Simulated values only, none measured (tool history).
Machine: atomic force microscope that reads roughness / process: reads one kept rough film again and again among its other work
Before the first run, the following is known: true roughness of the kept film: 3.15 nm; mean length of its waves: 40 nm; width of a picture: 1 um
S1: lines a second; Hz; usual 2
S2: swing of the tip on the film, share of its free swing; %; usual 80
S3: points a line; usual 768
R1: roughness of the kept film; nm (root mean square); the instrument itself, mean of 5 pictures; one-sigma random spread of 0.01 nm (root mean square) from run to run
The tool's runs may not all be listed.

run,day,S1,S2,S3,R1
1,0,2,80,768,2.304
2,0.625,2,80,768,2.128
# day 1.379: new tip fitted
3,1.583,2,72,768,2.478
4,2.85,2,80,768,1.95
# day 2.946: new tip fitted
5,3.933,2.69,80,768,1.972
# day 4.504: new tip fitted
6,5.192,2,80,768,2.19
# day 6.138: new tip fitted
7,6.308,2,70,768,2.508
8,7.154,2,80,948,2.081
# day 7.679: new tip fitted
9,8.517,2,62,768,2.371
# day 9.254: new tip fitted
10,9.5,2,62,768,2.584
11,10.425,2,80,768,2.028
# day 10.779: new tip fitted
12,11.104,2,80,680,2.285
# day 12.296: new tip fitted
13,12.3,2,68,680,2.585
14,13.096,2.87,80,768,2.014
# day 13.838: new tip fitted
15,14.196,2.87,80,768,2.1
16,14.967,2.87,80,768,1.905
# day 15.371: new tip fitted
17,15.546,2,80,768,2.324
# day 16.912: new tip fitted
18,16.912,2,80,768,2.388
19,17.854,2,80,768,2.116
# day 18.488: new tip fitted
20,18.921,2,80,768,2.196
21,19.904,2,80,768,1.921
# day 20.012: new tip fitted
# day 20.054: height scale calibrated on a step standard
22,21.329,2,80,768,1.948
# day 21.583: new tip fitted
23,22.292,2,57,768,2.404
24,22.912,2,66,969,2.158
# day 23.125: new tip fitted
25,24.246,2,88,565,1.868
# day 24.667: new tip fitted
26,25.583,2,62,303,2.28
# day 26.283: new tip fitted
27,26.879,1.3,80,579,2.275
# day 27.508: height scale calibrated on a step standard, once more
# day 27.862: new tip fitted
28,28.138,1.3,73,825,2.522
# day 29.388: new tip fitted
29,29.529,1.17,80,273,2.521
30,30.092,0.91,62,417,2.503
# day 30.95: new tip fitted
31,31.125,2.25,72,517,2.456
32,32.225,2.25,69,517,2.161
# day 32.558: new tip fitted
33,33.521,0.74,74,381,2.37
# day 34.079: new tip fitted
34,34.229,0.74,74,381,2.699
35,34.783,2,61,283,2.447
# day 35.612: new tip fitted
36,35.954,2,58,768,2.621
37,37.058,1.45,67,495,2.214
# day 37.196: new tip fitted
38,37.633,1.45,86,444,2.268
39,38.446,0.84,65,334,2.339
# day 38.729: new tip fitted
40,39.096,1.24,81,403,2.401
# day 40.258: new tip fitted
41,40.479,0.93,81,306,2.52
42,41.575,2,68,803,2.197
# day 41.846: new tip fitted
43,42.446,1.25,68,278,2.457
# day 43.458: new tip fitted
44,43.725,1.25,68,278,2.579
45,44.321,2,83,272,2.057
# day 44.988: new tip fitted
46,45.692,2,83,272,2.078

Table of differences, measured result less the result of that run with no hidden state. Run-to-run variation is the same in both. Gauge scatter possibly is not:
Unlogged tool condition in this case: radius of the tip, nm; height scale over the true one, %; drift of the gauge itself on roughness_nm, %.
run,R1
1,-0.106
2,-0.308
3,-0.099
4,-0.47
5,-0.296
6,-0.244
7,-0.093
8,-0.343
9,-0.349
10,-0.126
11,-0.404
12,-0.147
13,-0.04
14,-0.256
15,-0.171
16,-0.372
17,-0.104
18,-0.039
19,-0.333
20,-0.21
21,-0.496
22,-0.473
23,-0.357
24,-0.525
25,-0.383
26,-0.418
27,-0.302
28,-0.137
29,-0.071
30,-0.297
31,-0.07
32,-0.424
33,-0.383
34,-0.07
35,-0.264
36,-0.149
37,-0.499
38,-0.151
39,-0.451
40,-0.173
41,-0.111
42,-0.468
43,-0.274
44,-0.131
45,-0.296
46,-0.254

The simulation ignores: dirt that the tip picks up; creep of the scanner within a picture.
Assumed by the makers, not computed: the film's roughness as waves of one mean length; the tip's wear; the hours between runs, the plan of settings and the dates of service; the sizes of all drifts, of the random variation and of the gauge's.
